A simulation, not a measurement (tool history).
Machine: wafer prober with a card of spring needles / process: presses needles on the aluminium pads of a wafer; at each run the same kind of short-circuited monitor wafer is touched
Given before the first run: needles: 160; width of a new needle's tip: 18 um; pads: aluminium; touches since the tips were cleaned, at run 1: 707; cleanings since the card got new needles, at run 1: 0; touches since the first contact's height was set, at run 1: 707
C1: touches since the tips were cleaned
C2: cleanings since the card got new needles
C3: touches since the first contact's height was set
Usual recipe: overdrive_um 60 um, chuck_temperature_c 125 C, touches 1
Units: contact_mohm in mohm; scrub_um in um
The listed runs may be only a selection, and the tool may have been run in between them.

run 1 hour=0 | overdrive_um=60 chuck_temperature_c=125 touches=1 | C1=707 C2=0 C3=707 | contact_mohm=138 scrub_um=8.94
run 2 hour=8 | overdrive_um=60 chuck_temperature_c=125 touches=1 | C1=1853 C2=0 C3=1853 | contact_mohm=141 scrub_um=9
run 3 hour=14.1 | overdrive_um=42 chuck_temperature_c=125 touches=1 | C1=2735 C2=0 C3=2735 | contact_mohm=172 scrub_um=6.27
-- hour=16.9 tips cleaned on abrasive film
run 4 hour=21 | overdrive_um=42 chuck_temperature_c=125 touches=2 | C1=594 C2=1 C3=3710 | contact_mohm=152 scrub_um=6.26
run 5 hour=24.9 | overdrive_um=42 chuck_temperature_c=125 touches=2 | C1=1152 C2=1 C3=4268 | contact_mohm=153 scrub_um=6.25
run 6 hour=31 | overdrive_um=42 chuck_temperature_c=125 touches=2 | C1=2018 C2=1 C3=5134 | contact_mohm=156 scrub_um=6.24
run 7 hour=35.3 | overdrive_um=42 chuck_temperature_c=125 touches=2 | C1=2635 C2=1 C3=5751 | contact_mohm=159 scrub_um=6.27
-- hour=39.4 tips cleaned on abrasive film
run 8 hour=40.8 | overdrive_um=60 chuck_temperature_c=125 touches=1 | C1=199 C2=2 C3=6521 | contact_mohm=134 scrub_um=8.89
run 9 hour=47.2 | overdrive_um=60 chuck_temperature_c=125 touches=1 | C1=1122 C2=2 C3=7444 | contact_mohm=142 scrub_um=8.93
run 10 hour=52 | overdrive_um=60 chuck_temperature_c=125 touches=1 | C1=1815 C2=2 C3=8137 | contact_mohm=145 scrub_um=8.95
run 11 hour=59.8 | overdrive_um=60 chuck_temperature_c=125 touches=1 | C1=2930 C2=2 C3=9252 | contact_mohm=148 scrub_um=8.98
-- hour=61.5 tips cleaned on abrasive film
run 12 hour=64 | overdrive_um=60 chuck_temperature_c=125 touches=1 | C1=354 C2=3 C3=9839 | contact_mohm=136 scrub_um=8.93
run 13 hour=69.3 | overdrive_um=60 chuck_temperature_c=125 touches=1 | C1=1118 C2=3 C3=10603 | contact_mohm=142 scrub_um=8.95
run 14 hour=76.4 | overdrive_um=60 chuck_temperature_c=125 touches=1 | C1=2131 C2=3 C3=11616 | contact_mohm=144 scrub_um=8.97
run 15 hour=81.5 | overdrive_um=60 chuck_temperature_c=125 touches=1 | C1=2862 C2=3 C3=12347 | contact_mohm=145 scrub_um=8.91
-- hour=83.5 tips cleaned on abrasive film
run 16 hour=90.6 | overdrive_um=60 chuck_temperature_c=125 touches=1 | C1=1016 C2=4 C3=13643 | contact_mohm=136 scrub_um=8.91
run 17 hour=94.6 | overdrive_um=60 chuck_temperature_c=125 touches=1 | C1=1581 C2=4 C3=14208 | contact_mohm=141 scrub_um=8.94
run 18 hour=103.3 | overdrive_um=60 chuck_temperature_c=125 touches=1 | C1=2838 C2=4 C3=15465 | contact_mohm=146 scrub_um=8.93
-- hour=105.9 tips cleaned on abrasive film
run 19 hour=111.3 | overdrive_um=60 chuck_temperature_c=125 touches=1 | C1=768 C2=5 C3=16592 | contact_mohm=138 scrub_um=8.95
run 20 hour=116.9 | overdrive_um=60 chuck_temperature_c=125 touches=1 | C1=1572 C2=5 C3=17396 | contact_mohm=139 scrub_um=8.95
run 21 hour=124.4 | overdrive_um=49 chuck_temperature_c=78 touches=3 | C1=2643 C2=5 C3=18467 | contact_mohm=139 scrub_um=7.31
-- hour=127.8 tips cleaned on abrasive film
run 22 hour=133.5 | overdrive_um=44 chuck_temperature_c=28 touches=2 | C1=819 C2=6 C3=19764 | contact_mohm=132 scrub_um=6.5
run 23 hour=139.2 | overdrive_um=60 chuck_temperature_c=125 touches=2 | C1=1636 C2=6 C3=20581 | contact_mohm=137 scrub_um=8.97
run 24 hour=143.7 | overdrive_um=54 chuck_temperature_c=125 touches=2 | C1=2274 C2=6 C3=21219 | contact_mohm=144 scrub_um=8.01
-- hour=149.7 tips cleaned on abrasive film
run 25 hour=149.7 | overdrive_um=65 chuck_temperature_c=76 touches=1 | C1=0 C2=7 C3=22065 | contact_mohm=124 scrub_um=9.66
run 26 hour=155.3 | overdrive_um=58 chuck_temperature_c=106 touches=2 | C1=812 C2=7 C3=22877 | contact_mohm=135 scrub_um=8.65
run 27 hour=161.8 | overdrive_um=58 chuck_temperature_c=106 touches=2 | C1=1742 C2=7 C3=23807 | contact_mohm=138 scrub_um=8.58
run 28 hour=169.1 | overdrive_um=58 chuck_temperature_c=106 touches=2 | C1=2793 C2=7 C3=24858 | contact_mohm=141 scrub_um=8.55
-- hour=171.8 tips cleaned on abrasive film
run 29 hour=176 | overdrive_um=70 chuck_temperature_c=109 touches=2 | C1=598 C2=8 C3=25825 | contact_mohm=129 scrub_um=10.45
run 30 hour=183.2 | overdrive_um=79 chuck_temperature_c=28 touches=1 | C1=1633 C2=8 C3=26860 | contact_mohm=118 scrub_um=11.73
run 31 hour=191.7 | overdrive_um=58 chuck_temperature_c=125 touches=3 | C1=2858 C2=8 C3=28085 | contact_mohm=138 scrub_um=8.63
-- hour=193.8 tips cleaned on abrasive film
run 32 hour=199.9 | overdrive_um=66 chuck_temperature_c=50 touches=1 | C1=880 C2=9 C3=29241 | contact_mohm=127 scrub_um=9.79
run 33 hour=204 | overdrive_um=45 chuck_temperature_c=104 touches=1 | C1=1461 C2=9 C3=29822 | contact_mohm=156 scrub_um=6.64
run 34 hour=211.3 | overdrive_um=68 chuck_temperature_c=125 touches=2 | C1=2510 C2=9 C3=30871 | contact_mohm=136 scrub_um=10.09

Predict each of these 5 candidate next runs independently; none follows another, all start after run 34:
-- hour=215.6 tips cleaned on abrasive film
run A hour=217.3 | overdrive_um=60 chuck_temperature_c=40 touches=3 | C1=236 C2=10 C3=31716 | contact_mohm=? scrub_um=?
-- hour=215.6 tips cleaned on abrasive film
run B hour=217.3 | overdrive_um=43 chuck_temperature_c=108 touches=1 | C1=236 C2=10 C3=31716 | contact_mohm=? scrub_um=?
-- hour=215.6 tips cleaned on abrasive film
run C hour=217.3 | overdrive_um=55 chuck_temperature_c=26 touches=3 | C1=236 C2=10 C3=31716 | contact_mohm=? scrub_um=?
-- hour=215.6 tips cleaned on abrasive film
run D hour=217.3 | overdrive_um=61 chuck_temperature_c=125 touches=2 | C1=236 C2=10 C3=31716 | contact_mohm=? scrub_um=?
-- hour=215.6 tips cleaned on abrasive film
run E hour=217.3 | overdrive_um=69 chuck_temperature_c=99 touches=3 | C1=236 C2=10 C3=31716 | contact_mohm=? scrub_um=?

run=A contact_mohm=121 scrub_um=8.91
run=B contact_mohm=145 scrub_um=6.34
run=C contact_mohm=117 scrub_um=8.14
run=D contact_mohm=135 scrub_um=9.03
run=E contact_mohm=124 scrub_um=10.23
Take away the tool's hidden state, keep each run's random variation, and the runs would have read:
run=A contact_mohm=119 scrub_um=9
run=B contact_mohm=139 scrub_um=6.43
run=C contact_mohm=116 scrub_um=8.23
run=D contact_mohm=133 scrub_um=9.12
run=E contact_mohm=123 scrub_um=10.32
